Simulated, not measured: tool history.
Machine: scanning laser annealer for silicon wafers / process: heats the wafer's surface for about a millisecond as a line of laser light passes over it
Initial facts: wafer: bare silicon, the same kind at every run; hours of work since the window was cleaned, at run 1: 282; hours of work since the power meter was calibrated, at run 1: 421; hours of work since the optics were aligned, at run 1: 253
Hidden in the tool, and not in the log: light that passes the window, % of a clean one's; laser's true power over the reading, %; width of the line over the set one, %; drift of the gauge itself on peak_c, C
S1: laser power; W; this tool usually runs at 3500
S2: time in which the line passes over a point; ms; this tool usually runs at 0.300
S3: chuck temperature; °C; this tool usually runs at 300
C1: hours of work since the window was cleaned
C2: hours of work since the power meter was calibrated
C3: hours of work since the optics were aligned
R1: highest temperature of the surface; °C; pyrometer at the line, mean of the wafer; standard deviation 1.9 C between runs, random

run	hour	S1	S2	S3	C1	C2	C3	R1
1	0.0	3500	0.300	300	282	421	253	1092
2	17.3	3500	0.300	300	292	430	263	1089
3	51.7	3500	0.300	300	310	449	281	1089
4	85.4	3500	0.300	300	329	467	300	1094
5	114.3	3500	0.300	300	344	483	315	1092
6	143.1	3500	0.300	300	360	498	331	1090
7	176.7	3500	0.300	300	378	516	349	1091
8	191.8	3229	0.224	269	386	525	357	891
9	209.7	3278	0.330	283	396	534	367	1050
10	233.2	3500	0.300	301	409	547	380	1092
11	258.7	3537	0.273	296	423	561	393	1059
12	283.0	3732	0.217	300	436	574	407	1025

Predict each of these 3 candidate next runs independently; none follows another, all start after run 12:
A	307.7	3467	0.217	300	449	587	420	?
B	307.7	3150	0.303	300	449	587	420	?
C	307.7	3709	0.252	271	449	587	420	?

run	R1
A	966
B	1004
C	1046
Had the tool no hidden state, the same runs would have come out as:
run	R1
A	966
B	1004
C	1046

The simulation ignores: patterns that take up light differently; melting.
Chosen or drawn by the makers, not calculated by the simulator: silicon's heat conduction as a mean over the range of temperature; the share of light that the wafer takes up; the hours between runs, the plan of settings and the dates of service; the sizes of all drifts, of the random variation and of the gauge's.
